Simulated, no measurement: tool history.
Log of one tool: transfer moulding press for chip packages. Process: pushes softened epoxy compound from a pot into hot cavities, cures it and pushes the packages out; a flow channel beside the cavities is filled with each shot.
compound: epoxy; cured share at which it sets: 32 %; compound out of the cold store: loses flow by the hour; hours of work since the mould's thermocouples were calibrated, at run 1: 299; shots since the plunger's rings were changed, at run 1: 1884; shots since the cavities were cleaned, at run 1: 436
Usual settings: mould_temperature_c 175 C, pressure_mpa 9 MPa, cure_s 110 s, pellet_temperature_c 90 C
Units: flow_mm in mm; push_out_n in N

| run | hour | mould_temperature_c | pressure_mpa | cure_s | pellet_temperature_c | hours of work since the mould's thermocouples were calibrated | shots since the plunger's rings were changed | shots since the cavities were cleaned | incoming compound's hours out of the cold store | flow_mm | push_out_n |
|---|---|---|---|---|---|---|---|---|---|---|---|
| 1 | 0 | 175 | 9 | 110 | 90 | 299 | 1884 | 436 | 32.2 | 939 | 376 |
| 2 | 9.4 | 175 | 9 | 110 | 90 | 306 | 1999 | 551 | 17.6 | 1002 | 417 |
| 3 | 18.9 | 175 | 9 | 110 | 90 | 313 | 2115 | 667 | 27.3 | 954 | 413 |
| 4 | 32.9 | 175 | 9 | 110 | 90 | 323 | 2287 | 839 | 11.4 | 1038 | 427 |
| 5 | 38.8 | 175 | 9 | 110 | 90 | 328 | 2359 | 911 | 43.2 | 879 | 423 |
|  | 45.2 | cavities cleaned with cleaning compound and waxed |
| 6 | 50.1 | 175 | 9 | 110 | 90 | 335 | 2479 | 60 | 8.1 | 1053 | 257 |
| 7 | 56.7 | 176 | 9 | 110 | 90 | 340 | 2560 | 141 | 41.3 | 886 | 283 |
| 8 | 67.3 | 176 | 9 | 110 | 90 | 348 | 2691 | 272 | 43.1 | 876 | 336 |
| 9 | 75.4 | 176 | 9 | 110 | 90 | 354 | 2789 | 370 | 8 | 1044 | 357 |
| 10 | 84.7 | 173 | 6.97 | 94 | 99 | 361 | 2903 | 484 | 15.9 | 889 | 505 |
| 11 | 93.1 | 173 | 6.97 | 135 | 84 | 367 | 3006 | 587 | 16.2 | 887 | 379 |
| 12 | 102.9 | 173 | 6.97 | 135 | 84 | 374 | 3126 | 707 | 30 | 828 | 382 |
| 13 | 115.7 | 173 | 6.97 | 100 | 85 | 384 | 3284 | 865 | 40.2 | 785 | 496 |
|  | 126.2 | cavities cleaned with cleaning compound and waxed |
| 14 | 126.2 | 175 | 6.9 | 125 | 90 | 390 | 3393 | 0 | 47.8 | 742 | 196 |

Run 15 comes next. What will it give?
| 15 | 132.2 | 175 | 6.9 | 125 | 90 | 395 | 3467 | 74 | 31.3 | ? | ? |

flow_mm: 812 mm
push_out_n: 246 N
Without the tool's hidden state the same run would have given flow_mm 848 mm, push_out_n 209 N.

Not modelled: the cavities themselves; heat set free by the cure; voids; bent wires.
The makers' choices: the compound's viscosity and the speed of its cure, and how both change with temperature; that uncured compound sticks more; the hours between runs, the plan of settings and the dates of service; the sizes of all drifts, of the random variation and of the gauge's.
